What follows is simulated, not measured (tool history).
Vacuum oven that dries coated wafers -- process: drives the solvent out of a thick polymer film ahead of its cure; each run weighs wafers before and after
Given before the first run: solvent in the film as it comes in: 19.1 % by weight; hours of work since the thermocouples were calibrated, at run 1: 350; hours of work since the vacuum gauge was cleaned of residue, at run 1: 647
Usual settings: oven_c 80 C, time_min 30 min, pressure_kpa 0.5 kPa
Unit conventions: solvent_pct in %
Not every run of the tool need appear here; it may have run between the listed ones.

run,hour,oven_c,time_min,pressure_kpa,hours of work since the thermocouples were calibrated,hours of work since the vacuum gauge was cleaned of residue,solvent_pct
1,0,80,30,0.5,350,647,2.7
2,17.2,89,30,0.5,361,658,0.64
3,39.2,80,30,0.5,375,672,2.76
4,57,80,30,0.5,387,684,2.75
5,82,80,30,0.5,403,700,2.73
6,98,80,51,0.5,413,711,0.95
7,121.2,80,30,0.5,428,726,2.76
8,140.3,80,30,0.5,441,738,2.75
9,157.5,80,30,0.5,452,749,2.74
10,185.2,80,35,0.5,470,767,2.09
11,211.7,80,30,0.735,487,784,2.88
12,232.6,80,20,0.28,501,798,4.81
# hour 236: oven's thermocouples calibrated
13,260.4,88,29,0.946,16,815,1
14,280,66,27,0.535,29,827,9.61
15,304.7,84,52,1.081,45,843,0.72
16,325.4,84,52,1.081,58,857,0.62
17,345.4,89,47,0.305,71,870,0.24
18,363,89,30,0.331,82,881,0.65
19,376.4,72,33,0.498,91,890,5.91
20,393.3,82,21,0.81,102,901,4.08
# hour 402.6: oven's thermocouples calibrated, once more
21,411.5,71,33,0.362,6,911,5.73

Each row is a separate what-if for the run after 21, all from the same tool condition, not one after another. Results?
A,432.9,77,33,0.392,20,925,?
B,432.9,68,28,1.639,20,925,?
C,432.9,68,49,0.738,20,925,?
D,432.9,68,24,0.598,20,925,?
E,432.9,80,23,1.573,20,925,?

run,solvent_pct
A,3.1
B,8.33
C,5
D,8.98
E,4.15
The same runs, with their run-to-run variation unchanged, on a tool lacking any hidden condition would have given:
run,solvent_pct
A,3
B,8.23
C,4.87
D,8.87
E,4.06
